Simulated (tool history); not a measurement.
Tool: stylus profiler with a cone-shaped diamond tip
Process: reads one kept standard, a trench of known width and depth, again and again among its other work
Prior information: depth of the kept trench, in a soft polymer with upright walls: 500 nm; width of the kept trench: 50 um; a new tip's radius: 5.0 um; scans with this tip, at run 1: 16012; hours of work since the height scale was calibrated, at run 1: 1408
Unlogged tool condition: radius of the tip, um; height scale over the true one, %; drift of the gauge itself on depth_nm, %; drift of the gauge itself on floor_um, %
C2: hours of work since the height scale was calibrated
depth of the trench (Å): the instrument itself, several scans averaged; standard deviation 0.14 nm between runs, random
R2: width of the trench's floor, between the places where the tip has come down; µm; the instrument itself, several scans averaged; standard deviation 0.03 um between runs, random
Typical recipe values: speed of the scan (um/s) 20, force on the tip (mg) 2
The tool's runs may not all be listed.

Run 1, hour 0: usual settings; scans with this tip 16012; C2 1408. Result: depth of the trench (Å) 5051.4, R2 44.23 µm.
Run 2, hour 18.1: usual settings; scans with this tip 16151; C2 1421. Result: depth of the trench (Å) 5050.8, R2 44.23 µm.
Run 3, hour 32.5: usual settings; scans with this tip 16262; C2 1430. Result: depth of the trench (Å) 5051.7, R2 44.24 µm.
Run 4, hour 55.9: usual settings; scans with this tip 16443; C2 1446. Result: depth of the trench (Å) 5049.4, R2 44.24 µm.
At hour 71.9: new tip fitted, height scale calibrated.
Run 5, hour 76.2: usual settings but force on the tip (mg) 5.05; scans with this tip 32; C2 3. Result: depth of the trench (Å) 5115.9, R2 45.57 µm.
Run 6, hour 91.7: usual settings but force on the tip (mg) 5.05; scans with this tip 152; C2 13. Result: depth of the trench (Å) 5115.7, R2 45.6 µm.
Run 7, hour 116.4: usual settings but force on the tip (mg) 2.46; scans with this tip 342; C2 30. Result: depth of the trench (Å) 5069.7, R2 45.51 µm.
Run 8, hour 129.5: usual settings but force on the tip (mg) 2.1; scans with this tip 443; C2 39. Result: depth of the trench (Å) 5065.2, R2 45.52 µm.
Run 9, hour 148.1: usual settings; scans with this tip 587; C2 52. Result: depth of the trench (Å) 5062.9, R2 45.52 µm.
Run 10, hour 160.2: usual settings but force on the tip (mg) 5.97; scans with this tip 680; C2 60. Result: depth of the trench (Å) 5127, R2 45.58 µm.
Run 11, hour 179.1: usual settings but force on the tip (mg) 5.97; scans with this tip 825; C2 73. Result: depth of the trench (Å) 5129.2, R2 45.53 µm.
Run 12, hour 197.6: usual settings; scans with this tip 968; C2 85. Result: depth of the trench (Å) 5060.2, R2 45.46 µm.
Run 13, hour 216.4: usual settings; scans with this tip 1113; C2 98. Result: depth of the trench (Å) 5059.3, R2 45.49 µm.
Run 14, hour 243: usual settings; scans with this tip 1318; C2 116. Result: depth of the trench (Å) 5058.8, R2 45.46 µm.
Run 15, hour 255.9: usual settings; scans with this tip 1418; C2 125. Result: depth of the trench (Å) 5060.9, R2 45.42 µm.
Run 16, hour 271.9: usual settings; scans with this tip 1541; C2 136. Result: depth of the trench (Å) 5059.1, R2 45.41 µm.
Run 17, hour 288.5: usual settings but speed of the scan (um/s) 7; scans with this tip 1669; C2 147. Result: depth of the trench (Å) 5058, R2 45.41 µm.
Run 18, hour 305.7: usual settings but speed of the scan (um/s) 7; scans with this tip 1801; C2 158. Result: depth of the trench (Å) 5060.4, R2 45.46 µm.
Run 19, hour 334.5: usual settings; scans with this tip 2023; C2 178. Result: depth of the trench (Å) 5059.2, R2 45.36 µm.
Run 20, hour 353.5: usual settings; scans with this tip 2170; C2 191. Result: depth of the trench (Å) 5059.6, R2 45.35 µm.
Run 21, hour 373.6: usual settings but speed of the scan (um/s) 6; scans with this tip 2324; C2 204. Result: depth of the trench (Å) 5060.7, R2 45.36 µm.
Run 22, hour 388.9: usual settings; scans with this tip 2442; C2 215. Result: depth of the trench (Å) 5056.8, R2 45.36 µm.
Run 23, hour 406.7: usual settings; scans with this tip 2580; C2 227. Result: depth of the trench (Å) 5059.6, R2 45.27 µm.
Run 24, hour 435.3: usual settings but speed of the scan (um/s) 44, force on the tip (mg) 2.63; scans with this tip 2800; C2 246. Result: depth of the trench (Å) 5070.8, R2 45.19 µm.
Run 25, hour 455.4: usual settings but speed of the scan (um/s) 19, force on the tip (mg) 0.82; scans with this tip 2955; C2 260. Result: depth of the trench (Å) 5033.4, R2 45.21 µm.
Run 26, hour 470.2: usual settings but speed of the scan (um/s) 80, force on the tip (mg) 2.42; scans with this tip 3068; C2 270. Result: depth of the trench (Å) 5067.1, R2 44.97 µm.
Run 27, hour 486.6: usual settings but speed of the scan (um/s) 9, force on the tip (mg) 4.14; scans with this tip 3195; C2 281. Result: depth of the trench (Å) 5100.6, R2 45.33 µm.
Run 28, hour 507.4: usual settings but force on the tip (mg) 2.59; scans with this tip 3355; C2 295. Result: depth of the trench (Å) 5068.7, R2 45.21 µm.

Forecast run 29:
Run 29, hour 519.4: usual settings but speed of the scan (um/s) 41, force on the tip (mg) 2.06; scans with this tip 3448; C2 303. Result: depth of the trench (Å) ?, R2 ?.

Run 29 gave depth of the trench (Å) 5059, R2 45.16 µm.
Take away the tool's hidden state, keep the run-to-run variation as it was, and the same run would have given depth of the trench (Å) 5063.1, R2 45.45 µm.
